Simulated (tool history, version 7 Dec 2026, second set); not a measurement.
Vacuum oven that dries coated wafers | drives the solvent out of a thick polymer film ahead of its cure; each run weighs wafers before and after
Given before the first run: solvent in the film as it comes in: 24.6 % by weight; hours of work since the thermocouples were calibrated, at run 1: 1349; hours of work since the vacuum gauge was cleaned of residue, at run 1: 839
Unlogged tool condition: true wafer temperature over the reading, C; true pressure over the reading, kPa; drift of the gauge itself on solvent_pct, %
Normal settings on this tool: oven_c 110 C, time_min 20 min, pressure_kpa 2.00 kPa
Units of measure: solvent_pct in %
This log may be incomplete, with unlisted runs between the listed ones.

| run | hour | oven_c | time_min | pressure_kpa | hours of work since the thermocouples were calibrated | hours of work since the vacuum gauge was cleaned of residue | solvent_pct |
|---|---|---|---|---|---|---|---|
| 1 | 0.0 | 110 | 20 | 2.00 | 1349 | 839 | 7.36 |
| 2 | 40.9 | 112 | 20 | 2.00 | 1370 | 860 | 6.58 |
| 3 | 99.4 | 125 | 20 | 2.00 | 1399 | 889 | 2.33 |
|  | 171.1 | oven's thermocouples calibrated |
| 4 | 171.1 | 125 | 20 | 1.84 | 0 | 925 | 2.46 |
| 5 | 235.4 | 125 | 20 | 1.84 | 32 | 957 | 2.50 |
| 6 | 321.8 | 110 | 20 | 3.15 | 76 | 1001 | 8.19 |
| 7 | 406.2 | 110 | 20 | 3.15 | 119 | 1043 | 8.44 |
| 8 | 456.0 | 110 | 20 | 3.15 | 144 | 1068 | 8.29 |
| 9 | 514.3 | 110 | 20 | 2.00 | 173 | 1098 | 7.95 |
|  | 562.9 | oven's thermocouples calibrated, once more |
| 10 | 585.4 | 110 | 20 | 2.00 | 11 | 1132 | 6.44 |
| 11 | 679.8 | 110 | 20 | 2.00 | 59 | 1180 | 6.35 |
| 12 | 741.2 | 110 | 20 | 2.00 | 90 | 1211 | 6.68 |
| 13 | 829.9 | 110 | 20 | 1.49 | 135 | 1256 | 6.50 |
| 14 | 905.4 | 110 | 20 | 1.49 | 173 | 1294 | 6.57 |
| 15 | 973.0 | 110 | 20 | 2.00 | 207 | 1328 | 6.64 |
| 16 | 1025.3 | 110 | 18 | 4.22 | 233 | 1354 | 8.50 |
| 17 | 1066.3 | 110 | 18 | 4.22 | 254 | 1375 | 8.30 |
| 18 | 1154.9 | 104 | 26 | 1.86 | 298 | 1420 | 7.31 |
| 19 | 1212.4 | 104 | 26 | 1.86 | 327 | 1449 | 7.33 |
| 20 | 1301.0 | 100 | 12 | 4.18 | 372 | 1493 | 14.80 |
| 21 | 1370.1 | 100 | 12 | 4.18 | 407 | 1528 | 14.92 |
| 22 | 1442.9 | 113 | 11 | 5.58 | 444 | 1565 | 10.75 |
| 23 | 1515.7 | 113 | 28 | 5.58 | 480 | 1601 | 5.19 |
| 24 | 1595.3 | 113 | 28 | 6.01 | 521 | 1642 | 5.29 |

Forecast run 25:
| 25 | 1654.4 | 101 | 20 | 4.85 | 550 | 1671 | ? |

{"run 25": {"solvent_pct": 12.07}}
The same run, on a tool lacking any hidden state, would have yielded solvent_pct 11.52 %.
